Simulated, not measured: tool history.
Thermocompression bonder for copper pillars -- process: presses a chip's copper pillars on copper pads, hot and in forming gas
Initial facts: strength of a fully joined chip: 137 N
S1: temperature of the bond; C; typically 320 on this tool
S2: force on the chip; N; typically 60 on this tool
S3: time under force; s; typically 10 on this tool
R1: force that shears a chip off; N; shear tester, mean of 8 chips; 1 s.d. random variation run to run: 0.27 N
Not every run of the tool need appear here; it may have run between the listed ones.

Run 1, hour 0.0: usual settings. Result: R1 80.9 N.
Run 2, hour 27.1: usual settings but S1 299 C. Result: R1 69.7 N.
Run 3, hour 42.0: usual settings but S1 299 C. Result: R1 69.8 N.
At hour 64.2: forming gas filter changed.
Run 4, hour 67.5: usual settings but S2 79 N. Result: R1 99.3 N.
Run 5, hour 85.8: usual settings but S2 42 N. Result: R1 62.9 N.
Run 6, hour 119.0: usual settings but S2 42 N, S3 8 s. Result: R1 58.4 N.
Run 7, hour 148.4: usual settings but S2 42 N, S3 8 s. Result: R1 57.7 N.
Run 8, hour 182.3: usual settings but S2 42 N, S3 8 s. Result: R1 57.4 N.
Run 9, hour 201.2: usual settings but S2 42 N, S3 8 s. Result: R1 57.7 N.
Run 10, hour 228.2: usual settings. Result: R1 82.4 N.
Run 11, hour 263.6: usual settings but S1 294 C. Result: R1 67.9 N.
Run 12, hour 282.3: usual settings but S1 343 C. Result: R1 93.3 N.
Run 13, hour 314.5: usual settings but S1 343 C. Result: R1 93.7 N.
At hour 328.8: force cell calibrated.
Run 14, hour 341.4: usual settings but S1 343 C. Result: R1 90.1 N.
Run 15, hour 369.0: usual settings but S1 343 C. Result: R1 89.1 N.
Run 16, hour 395.0: usual settings but S1 343 C. Result: R1 90.1 N.
At hour 418.4: heater calibrated with a thermocouple chip.
Run 17, hour 418.4: usual settings but S1 343 C. Result: R1 92.5 N.
Run 18, hour 435.6: usual settings. Result: R1 81.5 N.
Run 19, hour 460.7: usual settings. Result: R1 82.3 N.
Run 20, hour 477.2: usual settings. Result: R1 80.9 N.
Run 21, hour 501.4: usual settings. Result: R1 81.1 N.
Run 22, hour 534.3: usual settings but S1 328 C, S2 85 N, S3 5 s. Result: R1 88.4 N.
Run 23, hour 561.8: usual settings but S1 328 C, S2 85 N, S3 5 s. Result: R1 87.9 N.
Run 24, hour 588.0: usual settings but S1 323 C, S2 45 N. Result: R1 66.1 N.
Run 25, hour 605.0: usual settings but S1 309 C, S2 68 N. Result: R1 82.0 N.
Run 26, hour 634.1: usual settings but S1 309 C, S2 68 N. Result: R1 82.3 N.
At hour 652.7: forming gas filter changed.
Run 27, hour 652.7: usual settings but S1 309 C, S2 68 N. Result: R1 85.0 N.
Run 28, hour 680.9: usual settings but S1 309 C, S2 68 N. Result: R1 84.3 N.
Run 29, hour 709.8: usual settings but S2 41 N, S3 5 s. Result: R1 47.3 N.
Run 30, hour 732.7: usual settings but S1 319 C, S3 12 s. Result: R1 86.9 N.
Run 31, hour 761.6: usual settings but S1 319 C, S3 12 s. Result: R1 86.9 N.
Run 32, hour 783.6: usual settings but S2 55 N, S3 6 s. Result: R1 65.4 N.
Run 33, hour 802.6: usual settings but S1 343 C, S2 66 N, S3 30 s. Result: R1 121.4 N.
Run 34, hour 824.5: usual settings but S1 310 C, S2 44 N, S3 25 s. Result: R1 81.7 N.
Run 35, hour 852.8: usual settings but S2 80 N, S3 25 s. Result: R1 117.9 N.
Run 36, hour 885.8: usual settings but S2 80 N, S3 25 s. Result: R1 117.2 N.
Run 37, hour 915.6: usual settings but S1 293 C, S2 56 N, S3 25 s. Result: R1 86.1 N.
Run 38, hour 933.3: usual settings but S1 293 C, S2 56 N, S3 25 s. Result: R1 85.4 N.
Run 39, hour 953.9: usual settings but S1 335 C, S2 61 N. Result: R1 90.2 N.
Run 40, hour 982.0: usual settings but S1 318 C, S2 84 N, S3 5 s. Result: R1 82.5 N.

Alternative continuations, all from the tool just after run 40; predict every row:
Run A, hour 997.5: usual settings but S1 309 C, S2 41 N, S3 9 s. Result: R1 ?.
Run B, hour 997.5: usual settings but S1 318 C, S2 84 N, S3 24 s. Result: R1 ?.
Run C, hour 997.5: usual settings but S1 317 C, S2 75 N, S3 12 s. Result: R1 ?.

run     R1
  A   53.3
  B  117.2
  C   97.0
Stripped of hidden state, with their random variation kept, the same runs would have yielded:
run     R1
  A   54.4
  B  119.8
  C   99.1
